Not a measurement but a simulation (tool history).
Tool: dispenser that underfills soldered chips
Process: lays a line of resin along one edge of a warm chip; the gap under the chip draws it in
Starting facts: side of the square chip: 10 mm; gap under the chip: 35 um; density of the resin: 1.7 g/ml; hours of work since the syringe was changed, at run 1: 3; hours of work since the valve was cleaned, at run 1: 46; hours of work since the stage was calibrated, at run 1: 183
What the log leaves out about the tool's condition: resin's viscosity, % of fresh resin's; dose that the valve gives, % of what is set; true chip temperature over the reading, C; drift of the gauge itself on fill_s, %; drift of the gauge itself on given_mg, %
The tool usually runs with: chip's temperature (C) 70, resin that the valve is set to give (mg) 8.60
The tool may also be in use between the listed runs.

run,hour,chip's temperature (C),resin that the valve is set to give (mg),hours of work since the syringe was changed,hours of work since the valve was cleaned,hours of work since the stage was calibrated,time until the resin shows at the far edge (s),resin that the valve gave (mg)
1,0.0,70,8.60,3,46,183,244.4,8.40
2,5.7,70,8.60,7,50,187,292.5,8.42
# hour 10.0: new syringe of resin
3,11.4,70,8.60,1,54,191,228.4,8.41
# hour 16.6: dispensing valve cleaned and set on the balance
4,18.1,70,8.60,5,1,195,274.4,8.59
5,23.7,66,8.60,9,5,200,397.8,8.60
# hour 25.1: new syringe of resin
6,29.7,70,8.60,3,9,204,253.2,8.55
7,33.1,70,8.60,6,12,206,289.2,8.54
8,36.8,70,8.60,9,15,209,323.2,8.52
# hour 39.3: new syringe of resin
9,42.8,82,8.60,3,19,213,138.0,8.56
10,48.7,82,8.60,7,23,218,168.6,8.53
# hour 53.7: new syringe of resin
11,54.0,72,8.60,0,27,221,196.1,8.49
12,60.3,72,8.60,5,32,226,244.3,8.48
13,63.1,72,8.60,7,34,228,271.3,8.50
# hour 68.0: new syringe of resin
14,69.1,70,10.18,1,38,232,219.4,10.04
15,72.9,70,10.18,4,41,235,245.1,10.01
16,77.0,70,10.18,7,44,238,286.1,9.94
17,80.6,70,10.18,9,46,241,322.7,10.01
# hour 82.3: new syringe of resin
18,84.7,70,8.60,2,49,244,238.8,8.43
19,88.4,77,8.60,4,52,246,194.0,8.41
20,92.8,66,9.49,8,55,250,379.8,9.29
# hour 96.6: new syringe of resin
# hour 97.6: dispensing valve cleaned and set on the balance
21,99.9,66,9.49,2,2,254,277.0,9.48
22,104.4,82,8.21,5,5,257,159.6,8.17
23,110.5,79,9.69,10,10,262,218.2,9.64
# hour 111.6: new syringe of resin
24,115.6,58,8.77,3,13,265,456.3,8.72
25,121.8,58,8.77,8,18,270,563.3,8.68
26,124.6,73,8.52,10,20,272,299.6,8.43
# hour 125.8: new syringe of resin
27,130.0,73,8.52,3,24,276,223.3,8.39
28,134.6,73,8.52,6,27,279,263.5,8.42
29,137.3,73,8.52,8,29,281,282.9,8.40
# hour 139.9: new syringe of resin
30,141.5,73,8.45,1,32,284,204.4,8.32
31,146.7,62,7.83,5,36,288,423.3,7.72
32,149.5,71,8.24,7,38,290,296.5,8.07
# hour 154.3: new syringe of resin
33,154.5,84,9.58,0,41,293,116.3,9.42
34,157.8,62,8.73,3,44,296,382.1,8.56
35,161.4,62,8.73,5,46,298,425.9,8.52

Below, some changes in time until the resin shows at the far edge (s) between adjacent runs. For each, the amount present without the hidden state too (settings, incoming material, random variation) and the amount remaining for the hidden state with gauge scatter not shared by both compared results:
Run 5 -> 6: chip's temperature (C) 66 -> 70, new syringe of resin. time until the resin shows at the far edge (s) -144.6: hidden state -106.1, all else -38.5.
Run 8 -> 9: chip's temperature (C) 70 -> 82, new syringe of resin. time until the resin shows at the far edge (s) -185.2: hidden state -98.2, all else -87.0.
Run 23 -> 24: chip's temperature (C) 79 -> 58, resin that the valve is set to give (mg) 9.69 -> 8.77, new syringe of resin. time until the resin shows at the far edge (s) +238.1: hidden state +8.4, all else +229.7.
Run 24 -> 25: no setting changed, nothing entered. time until the resin shows at the far edge (s) +107.0: hidden state +107.2, all else -0.2.
Run 25 -> 26: chip's temperature (C) 58 -> 73, resin that the valve is set to give (mg) 8.77 -> 8.52. time until the resin shows at the far edge (s) -263.7: hidden state -80.9, all else -182.8.
Run 33 -> 34: chip's temperature (C) 84 -> 62, resin that the valve is set to give (mg) 9.58 -> 8.73. time until the resin shows at the far edge (s) +265.8: hidden state +71.5, all else +194.3.

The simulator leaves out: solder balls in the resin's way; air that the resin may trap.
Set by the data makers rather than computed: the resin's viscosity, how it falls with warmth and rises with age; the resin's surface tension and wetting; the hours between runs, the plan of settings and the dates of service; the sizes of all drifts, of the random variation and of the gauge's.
